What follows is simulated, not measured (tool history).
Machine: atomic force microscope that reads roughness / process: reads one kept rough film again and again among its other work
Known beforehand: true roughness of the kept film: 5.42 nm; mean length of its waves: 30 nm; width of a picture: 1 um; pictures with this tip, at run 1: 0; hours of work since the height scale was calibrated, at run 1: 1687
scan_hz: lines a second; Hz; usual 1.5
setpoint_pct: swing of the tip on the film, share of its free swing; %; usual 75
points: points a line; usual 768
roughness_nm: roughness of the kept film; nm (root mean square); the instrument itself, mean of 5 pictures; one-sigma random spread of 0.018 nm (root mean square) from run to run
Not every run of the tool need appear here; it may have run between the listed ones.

run	hour	scan_hz	setpoint_pct	points	pictures with this tip	hours of work since the height scale was calibrated	roughness_nm
1	0	1.5	75	768	0	1687	4.398
2	53.9	1.5	75	768	99	1725	4.441
# hour 60.1: new tip fitted
3	102.9	1.5	75	768	79	1758	4.406
# hour 121.3: new tip fitted
4	152.3	1.5	75	768	57	1792	4.381
# hour 184: new tip fitted
5	184	1.5	75	768	0	1814	4.42
# hour 244.2: new tip fitted
6	245.2	1.5	75	768	2	1856	4.372
7	284.2	0.72	75	768	75	1883	4.595
# hour 305.6: new tip fitted
8	313.8	0.72	75	768	16	1903	4.605
9	345.6	0.72	75	768	74	1925	4.606
# hour 369: new tip fitted
10	389.3	1.5	75	768	37	1955	4.399
# hour 431.5: new tip fitted
11	446.6	1.5	75	768	28	1995	4.382
# hour 471.8: height scale calibrated on a step standard
12	484.9	0.72	75	768	97	9	4.578
# hour 494: new tip fitted
13	535.3	1.5	75	687	76	44	4.365
# hour 553.2: new tip fitted
14	564.8	1.5	74	575	21	64	4.429
15	599.8	1.5	67	713	86	88	4.538
# hour 613.4: new tip fitted
16	664.7	1.5	75	768	95	133	4.406
# hour 675.5: new tip fitted
17	698.8	0.81	65	768	43	156	4.69
# hour 739.7: new tip fitted
18	757.3	1.5	75	822	33	196	4.38
19	788.3	1.48	62	768	90	218	4.607
# hour 799.8: new tip fitted
20	839.8	2.06	60	431	74	253	4.534
# hour 859.2: new tip fitted
21	895.8	2.06	60	431	68	292	4.521
# hour 919.7: new tip fitted
22	952.5	2.06	60	574	61	331	4.549
# hour 981.1: new tip fitted
23	981.9	0.73	80	574	1	351	4.568
# hour 1041.2: new tip fitted
24	1041.6	2.21	61	768	1	392	4.581
# hour 1102.2: new tip fitted
25	1103.9	2.21	61	768	3	435	4.571
26	1146	0.51	83	950	81	464	4.607

Consider 5 possible next runs. They are alternatives, not a sequence: every one starts from the tool as it was left by run 26. What does each give?
# hour 1164.9: new tip fitted
A	1176.5	0.51	86	796	22	485	?
# hour 1164.9: new tip fitted
B	1176.5	1.02	65	312	22	485	?
# hour 1164.9: new tip fitted
C	1176.5	1.43	83	950	22	485	?
# hour 1164.9: new tip fitted
D	1176.5	2.82	75	768	22	485	?
# hour 1164.9: new tip fitted
E	1176.5	2.17	61	950	22	485	?

run	roughness_nm
A	4.581
B	4.616
C	4.233
D	4.088
E	4.542
Without the tool's unlogged condition, the same runs would have read:
run	roughness_nm
A	4.585
B	4.62
C	4.237
D	4.092
E	4.546
